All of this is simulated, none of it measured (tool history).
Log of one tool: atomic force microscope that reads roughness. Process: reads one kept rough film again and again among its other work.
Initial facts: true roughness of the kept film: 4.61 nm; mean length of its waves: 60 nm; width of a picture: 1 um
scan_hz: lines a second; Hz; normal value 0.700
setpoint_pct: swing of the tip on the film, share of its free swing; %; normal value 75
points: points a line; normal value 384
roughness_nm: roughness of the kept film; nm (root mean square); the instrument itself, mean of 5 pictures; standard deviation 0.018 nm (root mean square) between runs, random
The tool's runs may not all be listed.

| run | hour | scan_hz | setpoint_pct | points | roughness_nm |
|---|---|---|---|---|---|
| 1 | 0.0 | 0.700 | 75 | 384 | 4.168 |
| 2 | 11.4 | 0.700 | 75 | 384 | 4.114 |
| 3 | 17.4 | 0.700 | 75 | 384 | 4.075 |
| 4 | 24.1 | 0.700 | 75 | 384 | 4.103 |
| 5 | 34.0 | 0.700 | 75 | 418 | 4.070 |
| 6 | 45.2 | 0.700 | 69 | 384 | 4.024 |
| 7 | 53.1 | 0.570 | 69 | 384 | 3.997 |
| 8 | 66.2 | 0.570 | 69 | 384 | 4.007 |
| 9 | 80.2 | 2.572 | 69 | 384 | 3.741 |
| 10 | 88.5 | 2.572 | 69 | 384 | 3.710 |
|  | 92.5 | new tip fitted |
| 11 | 98.7 | 1.471 | 75 | 384 | 4.088 |
| 12 | 112.1 | 0.700 | 73 | 384 | 4.184 |
| 13 | 125.3 | 0.700 | 75 | 384 | 4.143 |
| 14 | 139.0 | 0.700 | 68 | 384 | 4.121 |
| 15 | 148.4 | 0.700 | 68 | 384 | 4.098 |
| 16 | 162.3 | 1.340 | 68 | 384 | 3.989 |
| 17 | 172.8 | 1.340 | 68 | 384 | 3.946 |
| 18 | 185.2 | 1.340 | 68 | 384 | 3.955 |
| 19 | 192.9 | 0.700 | 75 | 384 | 3.949 |
| 20 | 200.3 | 0.700 | 75 | 384 | 3.928 |
| 21 | 212.0 | 0.700 | 75 | 384 | 3.885 |
| 22 | 219.7 | 0.700 | 75 | 384 | 3.884 |
|  | 221.4 | new tip fitted |
| 23 | 228.1 | 0.700 | 75 | 436 | 4.229 |
| 24 | 238.1 | 0.700 | 82 | 384 | 4.114 |
| 25 | 245.9 | 0.700 | 75 | 999 | 4.165 |
| 26 | 255.3 | 0.700 | 75 | 999 | 4.150 |
| 27 | 263.4 | 0.700 | 75 | 990 | 4.146 |
| 28 | 270.7 | 0.700 | 75 | 990 | 4.090 |
| 29 | 277.9 | 2.205 | 67 | 290 | 3.995 |
| 30 | 292.2 | 2.205 | 67 | 290 | 3.912 |
| 31 | 300.3 | 1.376 | 61 | 359 | 4.000 |
|  | 302.1 | height scale calibrated on a step standard |
| 32 | 310.9 | 1.376 | 61 | 359 | 4.006 |
| 33 | 320.6 | 1.376 | 64 | 919 | 3.942 |
| 34 | 331.2 | 0.600 | 57 | 853 | 3.998 |
| 35 | 344.8 | 0.600 | 57 | 853 | 3.995 |
|  | 351.5 | new tip fitted |
| 36 | 359.2 | 0.600 | 57 | 853 | 4.297 |

Estimate the outcome of run 37 from the log above:
| 37 | 373.2 | 2.109 | 88 | 812 | ? |

roughness_nm: 3.694 nm (root mean square)
The same run, on a tool lacking any hidden state, would have yielded roughness_nm 3.782 nm (root mean square).
